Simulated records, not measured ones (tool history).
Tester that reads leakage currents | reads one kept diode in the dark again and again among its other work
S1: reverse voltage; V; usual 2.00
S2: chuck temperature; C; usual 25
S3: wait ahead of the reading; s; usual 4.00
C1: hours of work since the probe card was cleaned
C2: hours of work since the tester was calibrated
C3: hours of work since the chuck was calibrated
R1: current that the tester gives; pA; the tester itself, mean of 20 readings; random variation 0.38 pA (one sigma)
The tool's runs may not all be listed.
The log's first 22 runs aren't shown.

| run | hour | S1 | S2 | S3 | C1 | C2 | C3 | R1 |
|---|---|---|---|---|---|---|---|---|
| 23 | 1215.9 | 2.00 | 25 | 7.20 | 535 | 2293 | 1177 | 126.56 |
| 24 | 1261.8 | 2.00 | 25 | 1.51 | 568 | 2326 | 1210 | 127.06 |
| 25 | 1326.0 | 2.00 | 39 | 0.82 | 615 | 2373 | 1257 | 469.33 |
| 26 | 1367.4 | 2.00 | 39 | 3.14 | 645 | 2403 | 1287 | 469.34 |
| 27 | 1399.0 | 4.98 | 42 | 1.42 | 668 | 2426 | 1310 | 830.30 |
| 28 | 1434.3 | 4.98 | 35 | 0.32 | 694 | 2452 | 1336 | 449.01 |
| 29 | 1496.0 | 1.55 | 35 | 0.90 | 739 | 2497 | 1381 | 298.20 |
| 30 | 1552.6 | 6.40 | 30 | 4.00 | 780 | 2538 | 1422 | 305.79 |
| 31 | 1598.6 | 4.77 | 26 | 3.31 | 814 | 2572 | 1456 | 187.67 |
| 32 | 1672.3 | 4.77 | 26 | 3.31 | 867 | 2626 | 1509 | 187.93 |
| 33 | 1732.4 | 14.83 | 51 | 8.36 | 911 | 2669 | 1553 | 2593.90 |

The next listed run, before its measurement:
| 34 | 1792.3 | 2.27 | 25 | 3.27 | 955 | 2713 | 1597 | ? |

{"run 34": {"R1": 132.69}}
Without the tool's hidden state the same run would have given R1 132.92 pA.
